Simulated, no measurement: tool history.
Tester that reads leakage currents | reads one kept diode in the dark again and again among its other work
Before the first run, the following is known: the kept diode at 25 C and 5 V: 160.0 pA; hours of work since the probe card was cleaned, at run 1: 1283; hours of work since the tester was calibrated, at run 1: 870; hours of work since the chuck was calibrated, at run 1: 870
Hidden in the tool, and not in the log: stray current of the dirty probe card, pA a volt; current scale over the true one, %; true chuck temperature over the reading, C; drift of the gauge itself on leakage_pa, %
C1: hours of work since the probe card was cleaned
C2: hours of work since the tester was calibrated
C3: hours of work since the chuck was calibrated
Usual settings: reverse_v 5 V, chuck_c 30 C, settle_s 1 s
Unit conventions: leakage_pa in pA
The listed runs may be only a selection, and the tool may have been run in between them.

Run 1, day 0: usual settings; C1 1283; C2 870; C3 870. Result: leakage_pa 221.13 pA.
Run 2, day 2.717: usual settings; C1 1324; C2 912; C3 912. Result: leakage_pa 220.02 pA.
Run 3, day 6.754: usual settings; C1 1386; C2 974; C3 974. Result: leakage_pa 220.07 pA.
Run 4, day 10.104: usual settings; C1 1437; C2 1025; C3 1025. Result: leakage_pa 219.25 pA.
Run 5, day 12.129: usual settings; C1 1468; C2 1056; C3 1056. Result: leakage_pa 218.56 pA.
Run 6, day 14.192: usual settings; C1 1500; C2 1088; C3 1088. Result: leakage_pa 217.87 pA.
Run 7, day 18.496: usual settings; C1 1566; C2 1154; C3 1154. Result: leakage_pa 217.8 pA.
Run 8, day 21.088: usual settings; C1 1606; C2 1194; C3 1194. Result: leakage_pa 217.47 pA.
Run 9, day 23.162: usual settings; C1 1638; C2 1225; C3 1225. Result: leakage_pa 215.6 pA.
Run 10, day 26.562: usual settings; C1 1690; C2 1278; C3 1278. Result: leakage_pa 217.21 pA.
Run 11, day 29.367: usual settings; C1 1733; C2 1320; C3 1320. Result: leakage_pa 213.18 pA.
Run 12, day 32.388: usual settings but reverse_v 3.25 V, chuck_c 51 C, settle_s 0.34 s; C1 1779; C2 1367; C3 1367. Result: leakage_pa 694.19 pA.
Run 13, day 35.788: usual settings but reverse_v 1.75 V, chuck_c 23 C, settle_s 0.34 s; C1 1831; C2 1419; C3 1419. Result: leakage_pa 81.68 pA.
At day 37.288: chuck's temperature calibrated.
Run 14, day 39.288: usual settings but reverse_v 2.01 V, chuck_c 23 C, settle_s 5.93 s; C1 1884; C2 1471; C3 31. Result: leakage_pa 96.53 pA.
At day 42.104: probe card cleaned and baked.
Run 15, day 43.317: usual settings but reverse_v 2.01 V, chuck_c 23 C, settle_s 5.93 s; C1 19; C2 1531; C3 91. Result: leakage_pa 91.38 pA.
Run 16, day 47.442: usual settings but reverse_v 16.58 V, chuck_c 41 C, settle_s 8 s; C1 82; C2 1594; C3 154. Result: leakage_pa 810.77 pA.
Run 17, day 51.917: usual settings but reverse_v 3.19 V, chuck_c 34 C, settle_s 0.5 s; C1 150; C2 1663; C3 222. Result: leakage_pa 244.85 pA.
Run 18, day 54.583: usual settings but reverse_v 3.19 V, chuck_c 34 C, settle_s 0.5 s; C1 191; C2 1704; C3 263. Result: leakage_pa 244.6 pA.
Run 19, day 56.996: usual settings but settle_s 2.93 s; C1 228; C2 1741; C3 300. Result: leakage_pa 224.19 pA.

Below, each run's measurement less what the same run would have read without the hidden state. Both values contain the same run-to-run variation, but the gauge's scatter may not be the same in both:
run  leakage_pa
  1       -9.62
  2      -10.19
  3      -11.21
  4      -11.92
  5      -12.28
  6      -12.77
  7      -13.67
  8      -14.22
  9      -14.64
 10      -15.48
 11       -15.8
 12      -74.13
 13       -7.33
 14       +3.76
 15       -1.32
 16      -14.64
 17       -6.08
 18       -6.82
 19       -6.51
